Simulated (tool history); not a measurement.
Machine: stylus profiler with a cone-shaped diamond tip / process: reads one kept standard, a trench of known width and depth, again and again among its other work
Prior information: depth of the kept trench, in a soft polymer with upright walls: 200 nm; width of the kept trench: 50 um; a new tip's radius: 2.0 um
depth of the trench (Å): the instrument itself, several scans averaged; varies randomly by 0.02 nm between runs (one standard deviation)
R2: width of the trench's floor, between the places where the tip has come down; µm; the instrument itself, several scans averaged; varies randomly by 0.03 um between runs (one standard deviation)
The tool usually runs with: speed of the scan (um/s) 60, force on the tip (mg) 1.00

{"run": 1, "hour": 0.0, "speed of the scan (um/s)": 60, "force on the tip (mg)": 1.0, "depth of the trench (Å)": 2020.4, "R2": 47.26}
{"run": 2, "hour": 54.2, "speed of the scan (um/s)": 60, "force on the tip (mg)": 1.0, "depth of the trench (Å)": 2020.9, "R2": 47.23}
{"run": 3, "hour": 101.4, "speed of the scan (um/s)": 60, "force on the tip (mg)": 1.0, "depth of the trench (Å)": 2020.7, "R2": 47.22}
{"run": 4, "hour": 145.9, "speed of the scan (um/s)": 60, "force on the tip (mg)": 1.0, "depth of the trench (Å)": 2021.1, "R2": 47.22}
{"run": 5, "hour": 177.7, "speed of the scan (um/s)": 60, "force on the tip (mg)": 0.46, "depth of the trench (Å)": 2013.8, "R2": 46.94}
{"run": 6, "hour": 206.0, "speed of the scan (um/s)": 60, "force on the tip (mg)": 1.0, "depth of the trench (Å)": 2020.9, "R2": 47.17}
{"run": 7, "hour": 240.1, "speed of the scan (um/s)": 60, "force on the tip (mg)": 0.85, "depth of the trench (Å)": 2019.3, "R2": 47.16}
{"run": 8, "hour": 266.6, "speed of the scan (um/s)": 60, "force on the tip (mg)": 0.85, "depth of the trench (Å)": 2018.9, "R2": 47.17}
{"run": 9, "hour": 313.7, "speed of the scan (um/s)": 109, "force on the tip (mg)": 0.81, "depth of the trench (Å)": 2018.7, "R2": 46.57}
{"run": 10, "hour": 341.3, "speed of the scan (um/s)": 109, "force on the tip (mg)": 0.81, "depth of the trench (Å)": 2019.2, "R2": 46.61}

Forecast run 11:
{"hour": 346.9, "done": "height scale calibrated on a step standard"}
{"run": 11, "hour": 370.6, "speed of the scan (um/s)": 109, "force on the tip (mg)": 0.81, "depth of the trench (Å)": "?", "R2": "?"}

Run 11 gave depth of the trench (Å) 2020.8, R2 46.58 µm.
With no hidden state in the tool, this same run would have given depth of the trench (Å) 2014.7, R2 47.08 µm.
